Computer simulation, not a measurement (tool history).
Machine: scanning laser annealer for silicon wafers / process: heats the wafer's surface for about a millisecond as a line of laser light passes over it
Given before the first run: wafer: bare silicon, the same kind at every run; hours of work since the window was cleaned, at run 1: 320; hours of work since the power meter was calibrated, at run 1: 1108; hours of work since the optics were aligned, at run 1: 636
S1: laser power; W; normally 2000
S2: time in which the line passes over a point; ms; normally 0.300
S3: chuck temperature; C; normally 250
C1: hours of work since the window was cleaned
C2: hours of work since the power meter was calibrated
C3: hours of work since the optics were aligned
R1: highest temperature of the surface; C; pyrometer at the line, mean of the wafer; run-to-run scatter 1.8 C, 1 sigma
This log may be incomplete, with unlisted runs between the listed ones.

{"run": 1, "hour": 0.0, "S1": 2000, "S2": 0.3, "S3": 250, "C1": 320, "C2": 1108, "C3": 636, "R1": 1004}
{"run": 2, "hour": 25.0, "S1": 2000, "S2": 0.3, "S3": 250, "C1": 338, "C2": 1125, "C3": 654, "R1": 1007}
{"run": 3, "hour": 61.4, "S1": 2000, "S2": 0.3, "S3": 250, "C1": 363, "C2": 1151, "C3": 679, "R1": 1007}
{"run": 4, "hour": 87.0, "S1": 2000, "S2": 0.3, "S3": 250, "C1": 382, "C2": 1169, "C3": 697, "R1": 1003}
{"run": 5, "hour": 113.1, "S1": 2000, "S2": 0.3, "S3": 250, "C1": 400, "C2": 1187, "C3": 716, "R1": 1001}
{"run": 6, "hour": 140.3, "S1": 2000, "S2": 0.3, "S3": 250, "C1": 419, "C2": 1206, "C3": 735, "R1": 999}
{"hour": 148.3, "done": "optics aligned, line set to its width"}
{"run": 7, "hour": 166.6, "S1": 1999, "S2": 0.307, "S3": 277, "C1": 434, "C2": 1221, "C3": 13, "R1": 1033}
{"run": 8, "hour": 206.9, "S1": 2000, "S2": 0.326, "S3": 256, "C1": 462, "C2": 1250, "C3": 41, "R1": 1036}
{"run": 9, "hour": 250.4, "S1": 1976, "S2": 0.269, "S3": 230, "C1": 493, "C2": 1280, "C3": 72, "R1": 919}
{"run": 10, "hour": 283.2, "S1": 1976, "S2": 0.269, "S3": 230, "C1": 516, "C2": 1303, "C3": 95, "R1": 917}
{"run": 11, "hour": 321.5, "S1": 2128, "S2": 0.269, "S3": 230, "C1": 543, "C2": 1330, "C3": 122, "R1": 989}

Forecast each of these 4 alternatives for the next run:
{"run": "A", "hour": 364.6, "S1": 2011, "S2": 0.378, "S3": 250, "C1": 573, "C2": 1361, "C3": 152, "R1": "?"}
{"run": "B", "hour": 364.6, "S1": 2128, "S2": 0.233, "S3": 257, "C1": 573, "C2": 1361, "C3": 152, "R1": "?"}
{"run": "C", "hour": 364.6, "S1": 1760, "S2": 0.358, "S3": 230, "C1": 573, "C2": 1361, "C3": 152, "R1": "?"}
{"run": "D", "hour": 364.6, "S1": 2128, "S2": 0.345, "S3": 220, "C1": 573, "C2": 1361, "C3": 152, "R1": "?"}

run=A R1=1091
run=B R1=953
run=C R1=922
run=D R1=1078
Had the tool no hidden state, the same runs would have come out as:
run=A R1=1146
run=B R1=999
run=C R1=967
run=D R1=1135
